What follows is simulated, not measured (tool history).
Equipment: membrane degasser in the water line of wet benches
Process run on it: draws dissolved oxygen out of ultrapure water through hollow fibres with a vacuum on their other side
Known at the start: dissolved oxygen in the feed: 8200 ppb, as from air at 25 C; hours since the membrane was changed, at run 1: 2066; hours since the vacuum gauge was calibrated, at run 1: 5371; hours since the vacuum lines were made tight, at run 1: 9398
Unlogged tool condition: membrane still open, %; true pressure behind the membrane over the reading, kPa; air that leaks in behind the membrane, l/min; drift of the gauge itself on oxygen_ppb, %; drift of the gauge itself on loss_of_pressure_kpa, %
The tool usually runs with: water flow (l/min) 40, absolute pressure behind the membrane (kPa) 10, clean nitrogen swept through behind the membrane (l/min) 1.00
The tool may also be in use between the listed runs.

run     day  water flow (l/min)  absolute pressure behind the membrane (kPa)  clean nitrogen swept through behind the membrane (l/min)  hours since the membrane was changed  hours since the vacuum gauge was calibrated  hours since the vacuum lines were made tight  dissolved oxygen in the water behind the degasser (ppb)  pressure that the water loses in the fibres (kPa)
  1   0.000                  40                                           10                                                      1.00                                  2066                                         5371                                          9398                                                    541.8                                              69.77
  2   2.696                  40                                           10                                                      1.00                                  2130                                         5436                                          9463                                                    545.1                                              70.16
  3   5.017                  40                                           10                                                      1.00                                  2186                                         5491                                          9518                                                    545.4                                              69.95
  4   8.458                  40                                           10                                                      1.00                                  2269                                         5574                                          9601                                                    544.6                                              70.27
  5  11.417                  40                                           10                                                      1.00                                  2340                                         5645                                          9672                                                    542.6                                              69.96
  6  14.267                  40                                           10                                                      1.29                                  2408                                         5713                                          9740                                                    453.2                                              70.13
     18.242  -- seals of the vacuum lines changed
  7  18.275                  47                                           10                                                      1.00                                  2502                                         5807                                             1                                                    620.1                                              82.09

What does the tool deliver on the next run?
  8  21.521                  47                                           10                                                      1.00                                  2580                                         5885                                            79                                                        ?                                                  ?

{"run 8": {"dissolved oxygen in the water behind the degasser (ppb)": 622.4, "pressure that the water loses in the fibres (kPa)": 82.25}}
If the tool had no hidden condition, the same run with the same run-to-run variation would have returned dissolved oxygen in the water behind the degasser (ppb) 616.8, pressure that the water loses in the fibres (kPa) 80.94.

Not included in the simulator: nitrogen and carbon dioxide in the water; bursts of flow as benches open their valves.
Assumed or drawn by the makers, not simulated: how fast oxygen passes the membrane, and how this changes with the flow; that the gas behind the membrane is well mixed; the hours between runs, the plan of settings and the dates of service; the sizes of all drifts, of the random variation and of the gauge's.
